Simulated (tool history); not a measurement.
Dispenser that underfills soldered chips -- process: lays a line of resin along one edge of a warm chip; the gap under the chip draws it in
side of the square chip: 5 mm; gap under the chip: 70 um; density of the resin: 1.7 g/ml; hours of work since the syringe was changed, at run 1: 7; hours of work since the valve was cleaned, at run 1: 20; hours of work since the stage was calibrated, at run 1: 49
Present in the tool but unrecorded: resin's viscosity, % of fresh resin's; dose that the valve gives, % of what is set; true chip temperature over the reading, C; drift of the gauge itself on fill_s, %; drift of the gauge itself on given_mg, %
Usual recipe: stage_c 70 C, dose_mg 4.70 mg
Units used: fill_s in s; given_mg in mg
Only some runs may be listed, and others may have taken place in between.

| run | day | stage_c | dose_mg | hours of work since the syringe was changed | hours of work since the valve was cleaned | hours of work since the stage was calibrated | fill_s | given_mg |
|---|---|---|---|---|---|---|---|---|
| 1 | 0.000 | 70 | 4.70 | 7 | 20 | 49 | 7.3 | 4.65 |
|  | 0.083 | new syringe of resin |
| 2 | 0.242 | 70 | 4.70 | 3 | 24 | 53 | 5.3 | 4.59 |
| 3 | 0.408 | 58 | 4.70 | 6 | 27 | 56 | 11.5 | 4.62 |
| 4 | 0.517 | 58 | 4.70 | 7 | 29 | 58 | 12.2 | 4.56 |
|  | 0.583 | new syringe of resin |
| 5 | 0.675 | 70 | 4.70 | 2 | 31 | 61 | 4.8 | 4.52 |
| 6 | 0.896 | 70 | 4.82 | 5 | 35 | 64 | 5.9 | 4.81 |
| 7 | 1.050 | 70 | 4.82 | 8 | 38 | 67 | 6.8 | 4.62 |
|  | 1.096 | new syringe of resin |
| 8 | 1.304 | 70 | 4.82 | 4 | 42 | 71 | 5.6 | 4.81 |
| 9 | 1.529 | 59 | 4.70 | 7 | 46 | 75 | 11.4 | 4.65 |
|  | 1.612 | new syringe of resin |
| 10 | 1.796 | 70 | 4.70 | 3 | 50 | 79 | 5.2 | 4.59 |
| 11 | 1.917 | 70 | 4.70 | 5 | 52 | 81 | 5.8 | 4.63 |
|  | 2.117 | new syringe of resin |
| 12 | 2.150 | 70 | 4.70 | 1 | 56 | 85 | 4.1 | 4.61 |
| 13 | 2.262 | 70 | 4.70 | 3 | 58 | 87 | 5.0 | 4.54 |
| 14 | 2.396 | 70 | 4.70 | 5 | 60 | 89 | 5.4 | 4.52 |
| 15 | 2.596 | 70 | 4.70 | 8 | 63 | 93 | 6.7 | 4.58 |
|  | 2.621 | new syringe of resin |
| 16 | 2.792 | 70 | 4.70 | 3 | 67 | 96 | 5.0 | 4.54 |
| 17 | 2.904 | 70 | 4.70 | 5 | 69 | 98 | 5.4 | 4.47 |
|  | 3.133 | new syringe of resin |
| 18 | 3.133 | 65 | 4.70 | 0 | 72 | 102 | 5.9 | 4.52 |
| 19 | 3.388 | 78 | 5.28 | 4 | 77 | 106 | 3.2 | 5.12 |

What does the tool deliver on the next run?
| 20 | 3.562 | 79 | 5.83 | 7 | 80 | 109 | ? | ? |

fill_s: 4.5 s
given_mg: 5.57 mg
Minus the tool's unlogged condition, the same run would have read fill_s 3.0 s, given_mg 5.81 mg.
